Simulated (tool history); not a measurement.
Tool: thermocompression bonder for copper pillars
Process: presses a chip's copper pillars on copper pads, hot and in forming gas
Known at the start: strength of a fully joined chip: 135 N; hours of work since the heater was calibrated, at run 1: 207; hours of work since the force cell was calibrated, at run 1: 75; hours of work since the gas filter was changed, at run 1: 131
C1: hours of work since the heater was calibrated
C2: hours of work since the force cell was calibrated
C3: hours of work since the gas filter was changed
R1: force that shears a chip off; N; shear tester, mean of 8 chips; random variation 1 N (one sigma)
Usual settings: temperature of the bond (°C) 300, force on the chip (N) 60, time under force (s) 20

Run 1, day 0.000: usual settings; C1 207; C2 75; C3 131. Result: R1 89.0 N.
Run 2, day 0.329: usual settings but temperature of the bond (°C) 324; C1 210; C2 78; C3 135. Result: R1 98.9 N.
Run 3, day 0.933: usual settings but time under force (s) 13; C1 216; C2 84; C3 141. Result: R1 76.9 N.
Run 4, day 1.442: usual settings but time under force (s) 18; C1 221; C2 89; C3 146. Result: R1 85.4 N.
Run 5, day 1.958: usual settings but time under force (s) 18; C1 226; C2 94; C3 151. Result: R1 82.6 N.
Run 6, day 2.446: usual settings but time under force (s) 18; C1 231; C2 99; C3 156. Result: R1 85.9 N.
Run 7, day 3.112: usual settings but force on the chip (N) 61, time under force (s) 18; C1 237; C2 105; C3 162. Result: R1 84.9 N.
Run 8, day 3.804: usual settings; C1 244; C2 112; C3 169. Result: R1 87.3 N.
Run 9, day 4.429: usual settings; C1 250; C2 118; C3 175. Result: R1 86.4 N.
Run 10, day 5.121: usual settings but force on the chip (N) 67; C1 257; C2 125; C3 182. Result: R1 94.3 N.
Run 11, day 5.817: usual settings but force on the chip (N) 67; C1 264; C2 132; C3 189. Result: R1 93.2 N.
Run 12, day 6.475: usual settings; C1 270; C2 138; C3 195. Result: R1 87.6 N.
Run 13, day 7.004: usual settings; C1 276; C2 144; C3 200. Result: R1 86.3 N.
Run 14, day 7.450: usual settings but temperature of the bond (°C) 294, force on the chip (N) 54, time under force (s) 25; C1 280; C2 148; C3 205. Result: R1 80.9 N.
Run 15, day 7.842: usual settings but temperature of the bond (°C) 285, force on the chip (N) 54, time under force (s) 25; C1 284; C2 152; C3 209. Result: R1 76.3 N.
Run 16, day 8.504: usual settings but force on the chip (N) 53, time under force (s) 23; C1 290; C2 158; C3 215. Result: R1 82.5 N.
Run 17, day 9.112: usual settings but force on the chip (N) 53, time under force (s) 23; C1 296; C2 164; C3 221. Result: R1 81.5 N.
Run 18, day 9.438: usual settings but temperature of the bond (°C) 328, force on the chip (N) 74, time under force (s) 21; C1 299; C2 168; C3 224. Result: R1 111.6 N.
Run 19, day 10.125: usual settings but time under force (s) 12; C1 306; C2 174; C3 231. Result: R1 75.2 N.
Run 20, day 10.638: usual settings but temperature of the bond (°C) 295, force on the chip (N) 50, time under force (s) 12; C1 311; C2 179; C3 236. Result: R1 59.9 N.
Run 21, day 11.204: usual settings but temperature of the bond (°C) 295, force on the chip (N) 50, time under force (s) 12; C1 317; C2 185; C3 242. Result: R1 59.4 N.
Run 22, day 11.700: usual settings but temperature of the bond (°C) 295, force on the chip (N) 44, time under force (s) 12; C1 322; C2 190; C3 247. Result: R1 51.2 N.
Run 23, day 12.138: usual settings but temperature of the bond (°C) 308, force on the chip (N) 48, time under force (s) 22; C1 326; C2 194; C3 251. Result: R1 76.8 N.

Run 24 comes next. What will it give?
Run 24, day 12.558: usual settings but temperature of the bond (°C) 329, force on the chip (N) 53, time under force (s) 19; C1 330; C2 198; C3 255. Result: R1 ?.

R1: 90.0 N
Without the tool's hidden state the same run would have given R1 97.2 N.

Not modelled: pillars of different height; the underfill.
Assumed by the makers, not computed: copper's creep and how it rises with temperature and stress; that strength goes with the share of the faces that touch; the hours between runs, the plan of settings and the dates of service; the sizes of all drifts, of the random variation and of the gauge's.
